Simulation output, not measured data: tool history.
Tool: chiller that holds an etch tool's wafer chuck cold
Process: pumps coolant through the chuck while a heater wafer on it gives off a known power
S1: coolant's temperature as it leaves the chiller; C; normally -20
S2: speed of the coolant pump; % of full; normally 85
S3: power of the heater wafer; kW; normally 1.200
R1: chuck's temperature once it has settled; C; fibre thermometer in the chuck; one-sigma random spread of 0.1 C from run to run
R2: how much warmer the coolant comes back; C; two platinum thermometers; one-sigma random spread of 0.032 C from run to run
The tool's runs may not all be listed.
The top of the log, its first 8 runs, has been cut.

run	day	S1	S2	S3	R1	R2
9	12.500	-20	93	1.200	-12.2	3.33
10	13.329	-20	93	1.200	-12.1	3.30
11	14.825	-20	85	0.845	-14.6	2.58
12	15.833	-20	85	0.845	-14.3	2.54
13	17.333	-20	85	1.200	-11.8	3.65
14	19.100	-20	85	1.200	-11.8	3.61
15	20.933	-20	85	1.200	-11.8	3.59
16	22.058	-20	85	1.200	-11.8	3.59
17	23.217	-27	85	1.200	-18.7	3.69
18	25.092	-27	99	0.667	-23.2	1.72
19	25.917	-21	94	0.667	-17.0	1.84
20	27.238	-12	85	1.200	-3.8	3.60
21	28.871	-23	74	1.200	-14.0	4.23
22	30.325	-20	85	1.355	-10.5	4.19
23	31.788	-14	82	1.207	-5.5	3.86
24	33.125	-14	82	0.635	-9.9	2.01
25	34.788	-24	85	1.200	-15.6	3.66
26	36.742	-19	68	0.856	-12.4	3.29
27	38.221	-19	68	0.856	-12.5	3.30
28	39.212	-19	68	0.856	-12.3	3.29
29	40.558	-19	89	0.669	-14.9	1.96
30	42.292	-21	71	0.940	-14.0	3.46
31	43.088	-21	71	0.940	-13.9	3.44
32	44.917	-21	71	0.940	-13.9	3.45
33	45.992	-21	71	0.940	-13.9	3.43

What if the next run were any one of these 3? Each begins from the tool's condition after run 33:
A	46.938	-20	90	1.777	?	?
B	46.938	-23	96	1.200	?	?
C	46.938	-21	74	0.940	?	?

run	R1	R2
A	-7.7	5.13
B	-15.4	3.22
C	-14.2	3.29
With no hidden state in the tool, these same runs would have given:
run	R1	R2
A	-7.5	4.99
B	-15.0	3.13
C	-13.8	3.20

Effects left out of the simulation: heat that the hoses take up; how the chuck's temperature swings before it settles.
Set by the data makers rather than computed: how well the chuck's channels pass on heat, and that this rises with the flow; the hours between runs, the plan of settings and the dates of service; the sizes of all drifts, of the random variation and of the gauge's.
